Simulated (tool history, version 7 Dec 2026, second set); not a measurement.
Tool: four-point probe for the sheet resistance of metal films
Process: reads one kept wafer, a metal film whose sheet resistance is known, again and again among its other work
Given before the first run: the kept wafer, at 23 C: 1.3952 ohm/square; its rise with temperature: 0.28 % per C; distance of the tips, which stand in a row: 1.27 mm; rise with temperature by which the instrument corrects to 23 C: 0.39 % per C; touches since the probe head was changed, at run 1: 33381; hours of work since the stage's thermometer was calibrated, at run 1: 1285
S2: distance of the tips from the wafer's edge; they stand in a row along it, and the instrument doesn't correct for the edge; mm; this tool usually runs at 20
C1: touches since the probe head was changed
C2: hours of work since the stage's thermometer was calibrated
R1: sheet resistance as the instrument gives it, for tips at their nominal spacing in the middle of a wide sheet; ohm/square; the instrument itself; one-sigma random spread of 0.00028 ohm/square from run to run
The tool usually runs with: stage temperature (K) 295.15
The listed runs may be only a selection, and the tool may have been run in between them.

{"run": 1, "hour": 0.0, "stage temperature (K)": 295.15, "S2": 20, "C1": 33381, "C2": 1285, "R1": 1.392864}
{"run": 2, "hour": 54.6, "stage temperature (K)": 295.15, "S2": 20, "C1": 35337, "C2": 1320, "R1": 1.39284}
{"run": 3, "hour": 90.7, "stage temperature (K)": 295.15, "S2": 20, "C1": 36632, "C2": 1344, "R1": 1.392673}
{"run": 4, "hour": 132.4, "stage temperature (K)": 295.15, "S2": 20, "C1": 38124, "C2": 1371, "R1": 1.392253}
{"run": 5, "hour": 174.5, "stage temperature (K)": 295.15, "S2": 20, "C1": 39631, "C2": 1398, "R1": 1.39195}
{"run": 6, "hour": 235.3, "stage temperature (K)": 294.15, "S2": 20, "C1": 41810, "C2": 1437, "R1": 1.393594}
{"run": 7, "hour": 273.4, "stage temperature (K)": 294.15, "S2": 20, "C1": 43176, "C2": 1462, "R1": 1.393723}
{"run": 8, "hour": 325.2, "stage temperature (K)": 294.15, "S2": 20, "C1": 45031, "C2": 1495, "R1": 1.39323}
{"run": 9, "hour": 385.3, "stage temperature (K)": 294.15, "S2": 20, "C1": 47181, "C2": 1534, "R1": 1.392794}
{"run": 10, "hour": 437.8, "stage temperature (K)": 294.15, "S2": 20, "C1": 49065, "C2": 1568, "R1": 1.392478}
{"run": 11, "hour": 509.6, "stage temperature (K)": 303.15, "S2": 59, "C1": 51637, "C2": 1614, "R1": 1.375706}
{"run": 12, "hour": 555.5, "stage temperature (K)": 303.15, "S2": 59, "C1": 53279, "C2": 1644, "R1": 1.376196}
{"run": 13, "hour": 611.1, "stage temperature (K)": 299.15, "S2": 14, "C1": 55272, "C2": 1680, "R1": 1.387159}
{"hour": 648.4, "done": "stage's thermometer calibrated"}
{"run": 14, "hour": 669.9, "stage temperature (K)": 299.15, "S2": 14, "C1": 57360, "C2": 14, "R1": 1.389617}
{"run": 15, "hour": 713.5, "stage temperature (K)": 293.15, "S2": 3, "C1": 58922, "C2": 42, "R1": 1.513839}
{"run": 16, "hour": 760.5, "stage temperature (K)": 301.15, "S2": 9, "C1": 60603, "C2": 72, "R1": 1.394093}
{"run": 17, "hour": 838.7, "stage temperature (K)": 299.15, "S2": 19, "C1": 63405, "C2": 123, "R1": 1.385466}

Each row is a separate what-if for the run after 17, all from the same tool condition, not one after another. Results?
{"run": "A", "hour": 898.0, "stage temperature (K)": 292.15, "S2": 36, "C1": 65532, "C2": 161, "R1": "?"}
{"run": "B", "hour": 898.0, "stage temperature (K)": 298.15, "S2": 4, "C1": 65532, "C2": 161, "R1": "?"}
{"run": "C", "hour": 898.0, "stage temperature (K)": 294.15, "S2": 62, "C1": 65532, "C2": 161, "R1": "?"}

run=A R1=1.393395
run=B R1=1.454557
run=C R1=1.390082
With no hidden state in the tool, these same runs would have given:
run=A R1=1.401950
run=B R1=1.463446
run=C R1=1.398615

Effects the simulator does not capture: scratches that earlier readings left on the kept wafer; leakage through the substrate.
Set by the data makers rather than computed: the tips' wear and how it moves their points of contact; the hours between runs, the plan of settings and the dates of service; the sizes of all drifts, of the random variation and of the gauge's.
